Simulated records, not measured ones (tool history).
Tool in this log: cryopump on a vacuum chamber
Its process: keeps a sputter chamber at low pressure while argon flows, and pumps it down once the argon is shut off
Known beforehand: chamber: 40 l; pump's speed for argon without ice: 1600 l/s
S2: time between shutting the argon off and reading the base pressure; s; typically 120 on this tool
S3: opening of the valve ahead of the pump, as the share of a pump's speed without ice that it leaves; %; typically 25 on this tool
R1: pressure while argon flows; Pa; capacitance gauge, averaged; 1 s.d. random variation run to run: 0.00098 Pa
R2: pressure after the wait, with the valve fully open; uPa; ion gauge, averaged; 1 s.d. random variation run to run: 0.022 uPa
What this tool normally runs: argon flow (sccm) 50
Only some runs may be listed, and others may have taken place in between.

Run 1, day 0: usual settings. Result: R1 0.2121 Pa, R2 0.73 uPa.
Run 2, day 0.292: usual settings. Result: R1 0.2137 Pa, R2 0.74 uPa.
Run 3, day 0.888: usual settings. Result: R1 0.2121 Pa, R2 0.7 uPa.
Run 4, day 1.55: usual settings. Result: R1 0.2129 Pa, R2 0.73 uPa.
Run 5, day 2.029: usual settings. Result: R1 0.2125 Pa, R2 0.75 uPa.
Run 6, day 2.483: usual settings but argon flow (sccm) 29. Result: R1 0.124 Pa, R2 0.7 uPa.
Run 7, day 2.892: usual settings but argon flow (sccm) 29. Result: R1 0.1246 Pa, R2 0.8 uPa.
Run 8, day 3.5: usual settings but argon flow (sccm) 29. Result: R1 0.1243 Pa, R2 0.71 uPa.
Run 9, day 3.954: usual settings but argon flow (sccm) 33, S2 73 s, S3 46 %. Result: R1 0.0769 Pa, R2 0.97 uPa.
Run 10, day 4.258: usual settings but argon flow (sccm) 33, S2 73 s, S3 46 %. Result: R1 0.0761 Pa, R2 0.99 uPa.
Run 11, day 4.904: usual settings but argon flow (sccm) 33, S2 73 s, S3 46 %. Result: R1 0.0772 Pa, R2 0.95 uPa.
Run 12, day 5.292: usual settings but argon flow (sccm) 28, S3 50 %. Result: R1 0.0603 Pa, R2 0.76 uPa.
Run 13, day 5.962: usual settings but argon flow (sccm) 49, S2 296 s. Result: R1 0.2108 Pa, R2 0.56 uPa.

Run 14 comes next. What will it give?
Run 14, day 6.562: usual settings but argon flow (sccm) 45, S2 43 s, S3 18 %. Result: R1 ?, R2 ?.

Run 14 gave R1 0.2671 Pa, R2 1.41 uPa.
Had the tool carried no hidden state, the very same run would have given R1 0.2644 Pa, R2 1.17 uPa.

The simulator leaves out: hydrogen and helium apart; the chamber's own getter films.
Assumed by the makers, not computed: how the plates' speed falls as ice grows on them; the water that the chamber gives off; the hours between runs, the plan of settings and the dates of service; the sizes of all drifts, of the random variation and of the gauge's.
